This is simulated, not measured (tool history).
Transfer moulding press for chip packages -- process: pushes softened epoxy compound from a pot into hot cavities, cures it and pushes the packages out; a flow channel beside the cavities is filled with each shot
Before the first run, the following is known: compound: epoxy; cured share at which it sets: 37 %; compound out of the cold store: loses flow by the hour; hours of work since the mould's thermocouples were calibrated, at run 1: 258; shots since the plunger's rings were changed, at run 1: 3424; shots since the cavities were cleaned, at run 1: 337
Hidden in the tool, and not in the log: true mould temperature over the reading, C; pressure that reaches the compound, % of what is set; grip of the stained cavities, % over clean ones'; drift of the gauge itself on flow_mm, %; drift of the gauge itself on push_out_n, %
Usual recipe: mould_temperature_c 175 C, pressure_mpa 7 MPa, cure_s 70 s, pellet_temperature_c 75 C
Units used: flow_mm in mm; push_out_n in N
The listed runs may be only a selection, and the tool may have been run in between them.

run,hour,mould_temperature_c,pressure_mpa,cure_s,pellet_temperature_c,hours of work since the mould's thermocouples were calibrated,shots since the plunger's rings were changed,shots since the cavities were cleaned,incoming compound's hours out of the cold store,flow_mm,push_out_n
1,0,175,7,70,75,258,3424,337,10.9,542,484
2,8.2,175,7,70,74,262,3527,440,32.5,487,490
3,14.5,175,5.46,70,74,266,3606,519,32.3,429,502
4,27,175,5.46,70,74,273,3762,675,19,456,570
5,36,175,5.46,70,74,278,3875,788,27.5,439,568
6,50.2,175,7,70,75,286,4053,966,38,472,575
# hour 52.8: cavities cleaned with cleaning compound and waxed
7,60.8,175,7,101,75,291,4166,100,14.6,530,281
8,70.3,175,8.29,70,75,297,4286,220,43.2,501,414
9,84.3,175,8.29,70,75,305,4460,394,17.1,563,516
# hour 96.6: plunger's sealing rings changed
10,98.2,175,8.29,70,75,311,20,537,29.8,547,521
11,107.2,175,8.29,70,75,316,132,649,9.3,601,610
# hour 110.5: mould's thermocouples calibrated
12,122.4,175,8.29,61,75,7,298,815,17.4,577,812
13,130.4,175,8.29,61,75,11,399,916,42.5,513,756
# hour 135.7: mould's thermocouples calibrated, once more
# hour 138.9: cavities cleaned with cleaning compound and waxed
14,141.8,175,5.29,52,75,3,497,36,47.7,400,631
15,148.3,176,7.45,97,75,6,578,117,30.1,516,271
16,159.3,171,5.46,52,73,13,716,255,26.1,459,1153
17,172.6,170,6.1,97,80,20,882,421,31.5,472,422
18,178.7,178,5.83,79,73,24,959,498,31.3,446,404
19,189,178,5.83,79,73,29,1087,626,23.2,465,438
20,203.4,181,7.47,78,74,38,1268,807,42.3,474,435

Predict the results of run 21:
21,213.6,181,7.47,78,74,43,1395,934,17.1,?,?

flow_mm: 533 mm
push_out_n: 424 N
If the tool had no hidden condition, the same run with the same run-to-run variation would have returned flow_mm 540 mm, push_out_n 208 N.
